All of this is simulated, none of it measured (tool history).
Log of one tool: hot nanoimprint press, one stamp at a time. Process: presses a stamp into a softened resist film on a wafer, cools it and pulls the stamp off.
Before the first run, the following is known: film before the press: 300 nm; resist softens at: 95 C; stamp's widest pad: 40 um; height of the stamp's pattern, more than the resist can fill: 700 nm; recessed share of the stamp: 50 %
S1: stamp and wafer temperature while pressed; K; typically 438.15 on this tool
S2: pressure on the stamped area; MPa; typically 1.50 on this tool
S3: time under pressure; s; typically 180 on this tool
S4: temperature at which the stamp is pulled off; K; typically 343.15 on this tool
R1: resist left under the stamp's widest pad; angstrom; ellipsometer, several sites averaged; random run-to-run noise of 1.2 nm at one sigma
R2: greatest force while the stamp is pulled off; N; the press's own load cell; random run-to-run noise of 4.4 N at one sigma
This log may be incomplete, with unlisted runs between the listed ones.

run,hour,S1,S2,S3,S4,R1,R2
1,0.0,438.15,1.50,180,343.15,1850,379
2,18.5,438.15,1.50,180,343.15,1863,401
3,34.6,438.15,1.50,180,350.15,1894,379
4,62.7,438.15,1.50,180,350.15,1895,365
5,83.2,438.15,1.50,180,350.15,1876,396
6,116.5,438.15,1.50,169,350.15,1918,406
# hour 123.0: plate thermocouple calibrated
7,145.1,438.15,1.50,169,350.15,1820,416
# hour 161.7: stamp cleaned and given a new release coat
8,187.8,438.15,1.50,180,343.15,1784,221
9,212.3,438.15,1.50,180,343.15,1821,237
10,242.3,438.15,1.50,150,343.15,1895,248
11,263.8,438.15,1.50,326,343.15,1511,257
12,293.9,438.15,1.50,326,343.15,1513,258
13,310.7,438.15,1.50,164,343.15,1848,278
14,336.1,438.15,1.50,180,343.15,1839,279
15,375.3,438.15,1.50,180,343.15,1838,289
16,404.5,440.15,1.50,98,340.15,2057,322
17,426.1,440.15,1.50,155,333.15,1804,357
18,450.1,440.15,1.50,155,333.15,1829,374
19,483.9,442.15,1.19,239,349.15,1701,325
20,508.5,447.15,2.20,219,349.15,1090,327
# hour 534.3: press's hydraulic seals changed and the load cell set to zero
21,550.3,438.15,2.28,102,351.15,1728,341
22,581.7,438.15,1.99,330,343.15,1313,387
23,616.2,438.15,1.39,180,345.15,1908,389
24,649.6,438.15,1.39,180,345.15,1913,417
25,684.6,438.15,1.39,180,345.15,1897,438
# hour 718.7: stamp cleaned and given a new release coat
26,718.8,438.15,1.39,180,345.15,1928,202
27,754.8,438.15,1.13,180,343.15,2089,227
28,772.8,428.15,1.83,114,337.15,2398,261
29,811.5,428.15,1.83,114,337.15,2443,278

4 options for the next run, each taken on its own from the tool as it stands now. Forecast them:
A,835.8,449.15,2.30,263,343.15,?,?
B,835.8,440.15,2.07,180,340.15,?,?
C,835.8,438.15,1.25,184,337.15,?,?
D,835.8,438.15,1.50,111,343.15,?,?

run,R1,R2
A,949,271
B,1513,267
C,2019,279
D,2090,265
What these runs would have given with no unlogged condition in the tool:
run,R1,R2
A,895,219
B,1424,215
C,1922,225
D,1994,213

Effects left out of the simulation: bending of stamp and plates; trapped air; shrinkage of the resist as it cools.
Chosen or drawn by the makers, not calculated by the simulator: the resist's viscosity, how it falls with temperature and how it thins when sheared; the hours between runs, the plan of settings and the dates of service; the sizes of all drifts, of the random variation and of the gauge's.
